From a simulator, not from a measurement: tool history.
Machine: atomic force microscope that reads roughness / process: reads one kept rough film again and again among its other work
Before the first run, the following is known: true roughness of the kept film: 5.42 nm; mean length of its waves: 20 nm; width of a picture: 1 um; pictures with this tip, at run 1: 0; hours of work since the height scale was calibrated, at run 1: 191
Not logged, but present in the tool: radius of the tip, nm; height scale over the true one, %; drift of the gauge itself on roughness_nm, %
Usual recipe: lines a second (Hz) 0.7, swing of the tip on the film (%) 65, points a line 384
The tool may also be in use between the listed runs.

run	hour	lines a second (Hz)	swing of the tip on the film (%)	points a line	pictures with this tip	hours of work since the height scale was calibrated	roughness of the kept film (nm (root mean square))
1	0	0.7	65	384	0	191	3.407
2	34.3	0.7	65	384	63	213	1.557
# hour 38.3: new tip fitted
3	55.6	0.7	65	384	32	226	2.239
# hour 76.9: new tip fitted
4	80.3	0.7	65	384	6	241	3.002
5	107	0.7	65	384	55	257	1.701
# hour 115.2: new tip fitted
6	141.1	0.7	65	384	48	278	1.874
# hour 153.9: new tip fitted
7	184.6	0.7	65	384	57	305	1.747
# hour 192.4: new tip fitted
8	213.6	0.7	63	384	39	322	2.019
# hour 232.1: new tip fitted
9	240	0.7	84	384	15	339	2.586
10	267.1	0.7	65	384	65	355	1.603
# hour 271.3: new tip fitted
11	307.4	0.7	65	384	66	380	1.603
# hour 310: new tip fitted
12	343.5	0.7	65	384	62	402	1.551
# hour 347.7: new tip fitted
13	364	0.7	65	384	30	415	2.168
# hour 387.2: new tip fitted
14	405.7	0.7	65	384	34	440	2.086
# hour 425.8: new tip fitted
15	447.5	0.7	65	384	40	466	2.097
# hour 464.3: new tip fitted
16	490.8	0.7	76	384	49	493	1.828
# hour 503.5: new tip fitted
17	523.8	1.202	79	384	37	513	2.007
# hour 543: new tip fitted
18	560	1.466	87	414	31	535	2.002
# hour 581.4: new tip fitted
19	591.2	1.466	87	414	18	554	2.332
# hour 619.2: new tip fitted
20	619.2	2.56	64	446	0	571	3.198
21	642.1	2.922	77	631	42	585	1.678
# hour 644.8: height scale calibrated on a step standard
# hour 660.1: new tip fitted
22	670.6	1.602	83	450	20	16	2.18
# hour 699.7: new tip fitted
23	713.6	1.384	68	270	26	42	2.262
# hour 740: new tip fitted
24	753	0.762	68	310	24	66	2.442
# hour 778.4: new tip fitted
25	778.4	0.762	68	310	0	82	3.266
# hour 817.9: new tip fitted
26	818.5	0.594	68	310	1	106	3.343
27	850.6	0.594	62	310	60	126	1.735
# hour 856.7: new tip fitted
28	876.4	0.594	62	310	37	142	2.083
# hour 892.1: height scale calibrated on a step standard, once more
# hour 895.6: new tip fitted
29	905.7	2.425	62	544	18	8	2.557
30	923.1	2.425	65	544	50	19	1.797
# hour 935.4: new tip fitted
31	946.3	1.521	85	384	20	33	2.275

How would selected steps in roughness of the kept film (nm (root mean square)) from run to run divide? Give the signed amount a tool lacking its hidden state would still show from settings, what came in and random variation, and the signed amount left for the hidden state, including any gauge scatter that is not in both of the compared results.
Run 1 -> 2: no setting touched and nothing written in the log between the runs. roughness of the kept film (nm (root mean square)) -1.85: hidden state -1.854, all else +0.004.
Run 4 -> 5: no setting touched and nothing written in the log between the runs. roughness of the kept film (nm (root mean square)) -1.301: hidden state -1.318, all else +0.017.
Run 20 -> 21: lines a second (Hz) 2.56 -> 2.922, swing of the tip on the film (%) 64 -> 77, points a line 446 -> 631. roughness of the kept film (nm (root mean square)) -1.52: hidden state -1.239, all else -0.281.
Run 26 -> 27: swing of the tip on the film (%) 68 -> 62. roughness of the kept film (nm (root mean square)) -1.608: hidden state -1.639, all else +0.031.

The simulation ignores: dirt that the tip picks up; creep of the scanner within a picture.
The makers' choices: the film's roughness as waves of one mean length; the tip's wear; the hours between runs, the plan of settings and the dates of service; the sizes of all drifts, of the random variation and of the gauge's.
